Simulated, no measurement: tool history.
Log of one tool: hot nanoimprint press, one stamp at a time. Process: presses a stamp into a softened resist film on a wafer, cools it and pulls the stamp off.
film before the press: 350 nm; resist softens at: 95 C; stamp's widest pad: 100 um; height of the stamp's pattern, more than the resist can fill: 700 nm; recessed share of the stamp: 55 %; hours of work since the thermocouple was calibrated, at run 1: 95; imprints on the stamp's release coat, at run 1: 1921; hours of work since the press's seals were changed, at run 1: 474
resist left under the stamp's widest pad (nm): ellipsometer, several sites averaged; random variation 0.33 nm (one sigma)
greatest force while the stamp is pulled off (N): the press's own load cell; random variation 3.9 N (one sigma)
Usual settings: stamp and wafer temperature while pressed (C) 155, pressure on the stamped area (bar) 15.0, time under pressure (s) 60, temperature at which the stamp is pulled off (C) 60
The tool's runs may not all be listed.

run	hour	stamp and wafer temperature while pressed (C)	pressure on the stamped area (bar)	time under pressure (s)	temperature at which the stamp is pulled off (C)	hours of work since the thermocouple was calibrated	imprints on the stamp's release coat	hours of work since the press's seals were changed	resist left under the stamp's widest pad (nm)	greatest force while the stamp is pulled off (N)
1	0.0	155	15.0	60	60	95	1921	474	142.2	287
2	18.5	155	15.0	60	60	109	2008	488	141.9	288
3	35.2	155	15.0	60	60	121	2086	501	141.5	302
4	56.2	155	15.0	60	60	137	2185	517	141.2	307
# hour 63.8: stamp cleaned and given a new release coat
5	72.5	155	15.0	60	60	145	41	524	141.4	196
6	94.5	155	15.0	60	60	162	145	541	140.8	199
7	109.8	155	15.0	60	60	173	217	553	141.0	192
# hour 122.7: press's hydraulic seals changed and the load cell set to zero
8	141.8	155	15.0	74	66	191	330	14	126.2	183
9	165.7	145	15.0	120	62	209	442	32	155.9	196
10	190.3	144	12.7	60	51	228	558	51	218.3	243
11	208.9	164	12.7	60	51	242	646	65	105.0	255
12	231.7	155	15.0	60	47	259	753	83	136.9	290

Forecast each of these 4 alternatives for the next run:
A	242.2	144	15.0	109	60	267	802	90	?	?
B	242.2	155	9.1	54	60	267	802	90	?	?
C	242.2	155	15.0	52	60	267	802	90	?	?
D	242.2	148	21.9	35	47	267	802	90	?	?

run	resist left under the stamp's widest pad (nm)	greatest force while the stamp is pulled off (N)
A	166.4	219
B	174.7	225
C	145.3	231
D	189.1	275
Without the tool's hidden state the same runs would have given:
run	resist left under the stamp's widest pad (nm)	greatest force while the stamp is pulled off (N)
A	173.4	183
B	180.9	188
C	150.9	194
D	195.7	229
